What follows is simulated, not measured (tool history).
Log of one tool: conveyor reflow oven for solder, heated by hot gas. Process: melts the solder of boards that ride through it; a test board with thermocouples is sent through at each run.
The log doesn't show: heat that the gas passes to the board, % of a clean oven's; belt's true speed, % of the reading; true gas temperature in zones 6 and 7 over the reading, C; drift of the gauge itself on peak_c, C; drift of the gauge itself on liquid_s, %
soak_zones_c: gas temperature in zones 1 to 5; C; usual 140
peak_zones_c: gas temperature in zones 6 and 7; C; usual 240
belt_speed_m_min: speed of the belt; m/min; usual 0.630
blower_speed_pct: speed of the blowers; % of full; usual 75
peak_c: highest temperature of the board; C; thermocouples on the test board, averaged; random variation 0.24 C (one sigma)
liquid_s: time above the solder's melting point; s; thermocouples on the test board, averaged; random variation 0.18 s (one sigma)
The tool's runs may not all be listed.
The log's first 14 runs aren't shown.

run,day,soak_zones_c,peak_zones_c,belt_speed_m_min,blower_speed_pct,hours of work since the flux was cleaned out,hours of work since the belt drive was overhauled,hours of work since the thermocouples were changed,peak_c,liquid_s
15,7.342,134,240,0.630,70,237,421,237,214.9,45.9
16,7.988,134,240,0.630,70,245,429,245,214.5,45.7
17,8.300,134,240,0.630,70,249,433,249,214.7,45.7
18,8.633,134,232,0.630,66,253,437,253,206.8,39.0
19,9.279,134,232,0.630,66,261,445,261,207.2,39.2
20,9.962,145,255,0.655,53,269,454,269,221.2,51.2
21,10.258,140,232,0.724,51,273,458,273,197.0,23.8
# day 10.929: flux residue cleaned out of gas plates and filters
22,11.146,134,231,0.607,64,3,466,282,208.5,42.6
23,11.771,134,251,0.607,64,11,474,289,224.9,55.0
24,12.258,151,249,0.757,67,17,480,296,218.8,45.1
25,12.958,151,249,0.757,67,25,489,304,219.1,45.1
26,13.567,131,229,0.565,72,33,497,312,211.0,48.2
27,13.954,131,229,0.565,72,38,501,317,210.4,48.5
28,14.508,131,229,0.565,72,45,508,324,210.8,47.7
29,15.146,154,233,0.630,76,53,516,332,216.0,54.6
30,15.700,154,233,0.630,76,60,523,339,215.7,54.5

4 ways to go on from here, each from the tool as it stands after run 30. What would each give?
A,16.238,147,240,0.630,52,67,530,345,?,?
B,16.238,154,233,0.757,76,67,530,345,?,?
C,16.238,140,240,0.657,75,67,530,345,?,?
D,16.238,154,233,0.665,76,67,530,345,?,?

run,peak_c,liquid_s
A,212.9,48.2
B,210.5,40.5
C,217.2,47.8
D,214.3,50.1
Without the tool's hidden state the same runs would have given:
run,peak_c,liquid_s
A,213.4,48.1
B,211.1,40.5
C,217.8,47.8
D,214.9,50.1
